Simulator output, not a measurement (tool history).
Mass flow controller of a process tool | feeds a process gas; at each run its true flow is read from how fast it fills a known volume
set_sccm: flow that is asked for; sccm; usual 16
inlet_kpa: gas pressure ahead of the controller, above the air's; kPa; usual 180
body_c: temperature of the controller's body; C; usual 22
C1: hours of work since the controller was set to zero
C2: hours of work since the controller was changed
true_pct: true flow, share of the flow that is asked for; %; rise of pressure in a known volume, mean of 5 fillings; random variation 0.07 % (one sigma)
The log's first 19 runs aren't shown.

{"run": 20, "hour": 5169.7, "set_sccm": 16, "inlet_kpa": 252, "body_c": 22, "C1": 2078, "C2": 7143, "true_pct": 98.79}
{"run": 21, "hour": 5399.0, "set_sccm": 16, "inlet_kpa": 252, "body_c": 22, "C1": 2180, "C2": 7245, "true_pct": 98.71}
{"run": 22, "hour": 5709.8, "set_sccm": 16, "inlet_kpa": 180, "body_c": 22, "C1": 2318, "C2": 7384, "true_pct": 99.27}
{"run": 23, "hour": 6007.2, "set_sccm": 16, "inlet_kpa": 180, "body_c": 22, "C1": 2451, "C2": 7516, "true_pct": 99.17}
{"run": 24, "hour": 6218.0, "set_sccm": 16, "inlet_kpa": 180, "body_c": 22, "C1": 2545, "C2": 7610, "true_pct": 99.26}
{"run": 25, "hour": 6372.6, "set_sccm": 3, "inlet_kpa": 180, "body_c": 22, "C1": 2613, "C2": 7679, "true_pct": 97.23}
{"run": 26, "hour": 6637.4, "set_sccm": 10, "inlet_kpa": 168, "body_c": 22, "C1": 2731, "C2": 7797, "true_pct": 98.33}
{"hour": 6849.0, "done": "controller exchanged for a calibrated one"}
{"run": 27, "hour": 6905.9, "set_sccm": 4, "inlet_kpa": 228, "body_c": 22, "C1": 25, "C2": 25, "true_pct": 97.08}
{"run": 28, "hour": 7132.7, "set_sccm": 2, "inlet_kpa": 228, "body_c": 26, "C1": 126, "C2": 126, "true_pct": 97.21}
{"run": 29, "hour": 7475.9, "set_sccm": 4, "inlet_kpa": 180, "body_c": 36, "C1": 279, "C2": 279, "true_pct": 98.27}
{"run": 30, "hour": 7780.2, "set_sccm": 6, "inlet_kpa": 181, "body_c": 34, "C1": 415, "C2": 415, "true_pct": 98.59}
{"run": 31, "hour": 8147.0, "set_sccm": 12, "inlet_kpa": 180, "body_c": 38, "C1": 578, "C2": 578, "true_pct": 99.68}
{"run": 32, "hour": 8391.9, "set_sccm": 2, "inlet_kpa": 180, "body_c": 32, "C1": 687, "C2": 687, "true_pct": 97.66}
{"run": 33, "hour": 8627.6, "set_sccm": 3, "inlet_kpa": 180, "body_c": 26, "C1": 792, "C2": 792, "true_pct": 97.4}
{"run": 34, "hour": 8945.9, "set_sccm": 5, "inlet_kpa": 230, "body_c": 21, "C1": 934, "C2": 934, "true_pct": 97.17}

The next listed run, before its measurement:
{"run": 35, "hour": 9151.1, "set_sccm": 13, "inlet_kpa": 247, "body_c": 26, "C1": 1025, "C2": 1025, "true_pct": "?"}

{"run 35": {"true_pct": 98.66}}
Without the tool's hidden state the same run would have given true_pct 98.67 %.
